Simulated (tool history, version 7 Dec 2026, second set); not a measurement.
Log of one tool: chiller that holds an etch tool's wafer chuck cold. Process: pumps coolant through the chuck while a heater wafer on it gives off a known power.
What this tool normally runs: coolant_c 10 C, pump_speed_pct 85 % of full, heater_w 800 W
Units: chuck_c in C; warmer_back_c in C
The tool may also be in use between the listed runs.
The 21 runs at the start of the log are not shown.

run,day,coolant_c,pump_speed_pct,heater_w,hours since the coolant was changed and the channels were flushed,hours since the pump was overhauled,hours since the chiller's thermometer was calibrated,chuck_c,warmer_back_c
22,64.517,20,61,764,5790,1967,399,26.9,3.43
23,68.367,18,78,478,5883,2060,491,21.6,1.86
24,70.488,2,79,607,5934,2111,542,6.3,2.28
25,74.433,20,85,800,6028,2205,637,25.5,2.74
26,76.342,20,85,800,6074,2251,682,25.4,2.75
27,79.838,5,85,551,6158,2335,766,8.7,2.02
28,82.821,5,85,551,6230,2407,838,8.7,2.02
29,84.792,0,67,800,6277,2454,885,6.6,3.40
30,86.671,0,67,800,6322,2499,930,6.5,3.38
# day 87.817: gauge calibrated
31,90.608,0,67,800,6417,2594,1025,6.5,3.06

5 ways to go on from here, each from the tool as it stands after run 31. What would each give?
A,92.588,8,65,766,6464,2641,1072,?,?
B,92.588,15,90,470,6464,2641,1072,?,?
C,92.588,0,60,800,6464,2641,1072,?,?
D,92.588,10,78,519,6464,2641,1072,?,?
E,92.588,13,95,720,6464,2641,1072,?,?

run,chuck_c,warmer_back_c
A,14.4,2.98
B,18.0,1.41
C,7.2,3.33
D,13.7,1.79
E,17.6,1.95
Without the tool's hidden state the same runs would have given:
run,chuck_c,warmer_back_c
A,14.4,2.95
B,18.0,1.39
C,7.2,3.30
D,13.7,1.77
E,17.6,1.93

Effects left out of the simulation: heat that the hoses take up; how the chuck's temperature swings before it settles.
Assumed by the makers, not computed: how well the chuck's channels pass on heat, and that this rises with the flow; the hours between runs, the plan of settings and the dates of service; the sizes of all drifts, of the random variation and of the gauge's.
